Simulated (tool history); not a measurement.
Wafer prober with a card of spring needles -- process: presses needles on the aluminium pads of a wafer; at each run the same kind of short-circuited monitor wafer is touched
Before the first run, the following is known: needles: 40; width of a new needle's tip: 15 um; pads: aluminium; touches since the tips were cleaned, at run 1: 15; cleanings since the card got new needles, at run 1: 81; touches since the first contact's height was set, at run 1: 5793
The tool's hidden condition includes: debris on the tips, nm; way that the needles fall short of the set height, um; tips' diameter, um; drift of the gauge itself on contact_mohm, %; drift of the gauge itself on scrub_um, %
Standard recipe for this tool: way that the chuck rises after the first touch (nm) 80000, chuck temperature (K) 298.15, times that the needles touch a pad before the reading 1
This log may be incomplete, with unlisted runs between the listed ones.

run	hour	way that the chuck rises after the first touch (nm)	chuck temperature (K)	times that the needles touch a pad before the reading	touches since the tips were cleaned	cleanings since the card got new needles	touches since the first contact's height was set	resistance of one needle with its contact and lead (mohm)	way that a needle slides on the pad (nm)
1	0.0	80000	298.15	1	15	81	5793	156	13600
# hour 6.3: tips cleaned on abrasive film
# hour 12.0: tips cleaned on abrasive film
2	14.2	80000	298.15	1	879	83	11543	174	13570
# hour 18.3: tips cleaned on abrasive film
3	23.2	80000	298.15	1	2039	84	15236	194	13570
# hour 24.3: tips cleaned on abrasive film
# hour 30.4: tips cleaned on abrasive film
# hour 37.1: tips cleaned on abrasive film
4	40.3	80000	298.15	1	1281	87	22124	182	13550
# hour 44.1: tips cleaned on abrasive film
5	49.3	80000	298.15	1	2144	88	25809	195	13520
# hour 50.8: tips cleaned on abrasive film
# hour 57.3: tips cleaned on abrasive film
# hour 64.0: tips cleaned on abrasive film
# hour 70.6: tips cleaned on abrasive film
6	71.1	80000	298.15	3	235	92	34640	154	13530
# hour 76.6: tips cleaned on abrasive film
7	80.8	80000	298.15	2	1723	93	38588	175	13510
# hour 83.7: tips cleaned on abrasive film
# hour 90.3: tips cleaned on abrasive film
# hour 97.2: tips cleaned on abrasive film
8	100.5	80000	298.15	1	1372	96	46568	178	13470
# hour 103.1: tips cleaned on abrasive film
# hour 109.5: tips cleaned on abrasive film
# hour 116.6: tips cleaned on abrasive film
9	118.8	80000	298.15	1	919	99	53979	172	13500
# hour 123.5: tips cleaned on abrasive film
# hour 130.2: tips cleaned on abrasive film
# hour 136.8: tips cleaned on abrasive film
10	137.2	80000	298.15	2	153	102	61419	155	13420
# hour 138.9: height of the first contact set anew
# hour 143.2: tips cleaned on abrasive film
# hour 150.3: tips cleaned on abrasive film
# hour 156.1: tips cleaned on abrasive film
11	156.1	80000	298.15	1	0	105	6986	156	13270
# hour 162.0: tips cleaned on abrasive film
# hour 168.2: tips cleaned on abrasive film
12	171.3	80000	298.15	2	1285	107	13143	166	13240
# hour 174.0: tips cleaned on abrasive film
# hour 180.4: tips cleaned on abrasive film
# hour 186.5: tips cleaned on abrasive film
13	190.2	80000	298.15	2	1496	110	20798	171	13240
# hour 192.8: tips cleaned on abrasive film
# hour 199.6: tips cleaned on abrasive film
# hour 205.8: tips cleaned on abrasive film
14	208.8	80000	298.15	1	1233	113	28339	178	13310
# hour 211.6: tips cleaned on abrasive film
# hour 217.8: tips cleaned on abrasive film
15	222.8	77000	300.15	1	2041	115	34031	197	12720
# hour 224.1: tips cleaned on abrasive film
# hour 229.4: height of the first contact set anew, once more
# hour 230.9: tips cleaned on abrasive film
16	232.4	77000	300.15	1	625	117	1203	168	13070
# hour 236.7: tips cleaned on abrasive film
# hour 242.5: tips cleaned on abrasive film
# hour 249.5: tips cleaned on abrasive film
17	249.5	77000	298.15	2	0	120	8122	153	13070
# hour 255.9: tips cleaned on abrasive film
# hour 262.6: tips cleaned on abrasive film
18	266.7	67000	310.15	2	1687	122	15114	181	11320
# hour 269.5: tips cleaned on abrasive film
# hour 275.9: tips cleaned on abrasive film
# hour 281.6: tips cleaned on abrasive film
# hour 288.4: tips cleaned on abrasive film
19	288.5	88000	375.15	2	40	126	23936	166	14880
# hour 294.6: tips cleaned on abrasive film
# hour 301.2: tips cleaned on abrasive film
20	306.4	87000	361.15	2	2176	128	31243	181	14730
# hour 307.9: tips cleaned on abrasive film
# hour 315.0: tips cleaned on abrasive film
# hour 321.8: tips cleaned on abrasive film
21	326.7	88000	308.15	1	1985	131	39446	187	14830
# hour 327.7: tips cleaned on abrasive film
# hour 333.4: tips cleaned on abrasive film
# hour 339.3: tips cleaned on abrasive film
# hour 345.6: tips cleaned on abrasive film
22	346.3	68000	302.15	1	279	135	47359	168	11440
# hour 351.6: tips cleaned on abrasive film
# hour 358.2: tips cleaned on abrasive film
# hour 364.2: tips cleaned on abrasive film
23	365.7	93000	302.15	1	634	138	55235	166	15660
# hour 370.9: tips cleaned on abrasive film
# hour 377.4: tips cleaned on abrasive film
24	380.7	80000	332.15	3	1346	140	61336	167	13380

Run 25 has not been measured yet. What should we expect?
# hour 383.3: tips cleaned on abrasive film
# hour 390.0: tips cleaned on abrasive film
25	391.7	61000	298.15	2	677	142	65770	?	?

Run 25 came out at resistance of one needle with its contact and lead (mohm) 172, way that a needle slides on the pad (nm) 10200.
With the hidden condition absent and the run-to-run variation left alone, this run would have shown resistance of one needle with its contact and lead (mohm) 154, way that a needle slides on the pad (nm) 10390.

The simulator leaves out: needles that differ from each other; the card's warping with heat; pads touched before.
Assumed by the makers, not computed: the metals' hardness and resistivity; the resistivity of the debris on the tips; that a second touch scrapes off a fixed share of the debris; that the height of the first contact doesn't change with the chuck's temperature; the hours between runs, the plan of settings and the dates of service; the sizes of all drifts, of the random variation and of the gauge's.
